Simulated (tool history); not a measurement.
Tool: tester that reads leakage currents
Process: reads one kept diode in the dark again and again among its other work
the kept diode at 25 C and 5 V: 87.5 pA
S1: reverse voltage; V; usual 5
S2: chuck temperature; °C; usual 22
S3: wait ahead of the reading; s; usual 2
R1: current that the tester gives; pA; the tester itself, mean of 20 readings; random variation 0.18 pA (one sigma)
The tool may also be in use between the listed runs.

run,day,S1,S2,S3,R1
1,0,5,22,2,70.8
2,2.846,5,29,2,117.53
3,6.121,5,44,2,332.28
4,10.396,7.6,22,2,90.63
5,13.221,7.6,22,2,90.64
6,17.029,7.6,22,2,90.76
7,20.488,3.8,22,2,59.82
# day 21.254: probe card cleaned and baked
8,24.883,5,25,2.99,85.25
9,26.654,1.99,20,4.37,33.94
10,29.671,1.99,20,4.37,33.84
11,32.942,4.13,21,0.5,58.94
12,36.012,4.13,21,0.5,58.63
13,38.217,4.13,21,0.5,58.71
14,42.058,4.13,21,0.5,58.55

The same runs without the tool's hidden state, with the same run-to-run variation:
The hidden state here: stray current of the dirty probe card, pA a volt; current scale over the true one, %; true chuck temperature over the reading, C; drift of the gauge itself on leakage_pa, %.
run,R1
1,70.72
2,118.45
3,337.75
4,90.37
5,90.41
6,90.63
7,60.32
8,88.46
9,35.29
10,35.23
11,61.22
12,60.95
13,61.05
14,60.95
